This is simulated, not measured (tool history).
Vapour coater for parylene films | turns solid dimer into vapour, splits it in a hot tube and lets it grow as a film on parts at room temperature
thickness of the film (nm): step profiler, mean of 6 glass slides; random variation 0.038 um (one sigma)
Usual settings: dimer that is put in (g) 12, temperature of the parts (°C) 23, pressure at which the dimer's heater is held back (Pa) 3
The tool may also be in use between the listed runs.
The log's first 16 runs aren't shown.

run	day	dimer that is put in (g)	temperature of the parts (°C)	pressure at which the dimer's heater is held back (Pa)	thickness of the film (nm)
17	7.404	12	23	9.36	3550
18	7.867	12	23	3	4010
19	8.438	12	23	3	4050
20	8.883	12	23	3	4000
21	9.358	12	23	3	4040
22	9.917	16	32	7.56	3330
23	10.342	6	29	3	1540
24	10.738	6	29	3	1550
25	11.158	6	17	9.53	2240
26	11.529	12	23	2.61	4120
27	11.912	12	23	2.61	4040
28	12.262	12	23	2.61	3960
29	12.538	10	16	8.88	3870
30	12.846	10	17	8.88	3730
31	13.462	10	17	8.88	3770
32	13.95	10	34	2.38	2140
33	14.354	8	18	5.25	3050
34	14.908	8	21	5.25	2700
35	15.3	17	21	5.53	5540
36	15.771	6	34	3	1260
37	16.142	12	23	4.22	3750
38	16.775	7	21	9.95	2140
39	17.358	7	21	2.78	2520

Forecast run 40:
40	17.908	7	21	2.78	?

{"run 40": {"thickness of the film (nm)": 2460}}
Without the tool's hidden state the same run would have given thickness of the film (nm) 2600.

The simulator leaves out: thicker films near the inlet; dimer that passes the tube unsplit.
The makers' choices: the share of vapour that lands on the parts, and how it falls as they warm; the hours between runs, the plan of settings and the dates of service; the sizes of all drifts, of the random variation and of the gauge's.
